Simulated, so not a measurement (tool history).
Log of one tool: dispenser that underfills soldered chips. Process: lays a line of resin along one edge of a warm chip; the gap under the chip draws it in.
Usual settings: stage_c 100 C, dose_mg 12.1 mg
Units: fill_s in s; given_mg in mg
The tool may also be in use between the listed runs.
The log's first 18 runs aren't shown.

run	hour	stage_c	dose_mg	hours of work since the syringe was changed	hours of work since the valve was cleaned	hours of work since the stage was calibrated	fill_s	given_mg
# hour 220.9: new syringe of resin
19	222.5	109	11.5	1	61	356	114.8	11.13
20	230.9	90	12.1	8	67	363	288.2	11.35
# hour 235.2: new syringe of resin
21	248.3	95	13.6	10	80	376	278.2	12.61
# hour 249.9: new syringe of resin
22	261.8	109	13.5	9	90	386	181.3	12.5
# hour 264.3: new syringe of resin
# hour 278.5: new syringe of resin
23	278.5	109	13.5	0	103	398	100.3	12.2
# hour 290.2: dispensing valve cleaned and set on the balance
# hour 293.7: new syringe of resin
24	294.9	109	13.5	1	3	410	104.3	13.5
25	303.1	93	13.4	7	10	416	249.3	13.29
# hour 308.6: new syringe of resin
26	316.2	109	11.6	6	19	426	150.6	11.35
# hour 323.1: new syringe of resin
27	326.5	87	11.6	3	27	433	228.8	11.37
# hour 337.1: new syringe of resin
28	338.6	87	11.6	1	36	442	206.1	11.26
# hour 352.4: new syringe of resin
29	352.7	87	11.6	0	46	453	192.1	11.16
30	362.5	103	11.6	8	54	460	194.7	11.08
# hour 366.7: new syringe of resin
31	370	92	12.5	2	59	465	189.7	11.93
# hour 380.8: new syringe of resin
32	380.8	100	10.5	0	67	473	137.2	9.95
33	388.7	111	14.8	6	73	480	139.7	13.87
# hour 395: new syringe of resin
34	400.8	89	11.7	4	82	488	239.5	11.01

4 ways to go on from here, each from the tool as it stands after run 34. What would each give?
# hour 409.6: new syringe of resin
A	415.9	108	15.1	5	93	500	?	?
# hour 409.6: new syringe of resin
B	415.9	100	15.1	5	93	500	?	?
# hour 409.6: new syringe of resin
C	415.9	91	13.8	5	93	500	?	?
# hour 409.6: new syringe of resin
D	415.9	95	11.3	5	93	500	?	?

run	fill_s	given_mg
A	137.9	13.99
B	168.5	13.87
C	223.6	12.68
D	208.7	10.25
Without the tool's hidden state the same runs would have given:
run	fill_s	given_mg
A	111.4	15.15
B	136.8	15.03
C	181.5	13.74
D	166.5	11.12
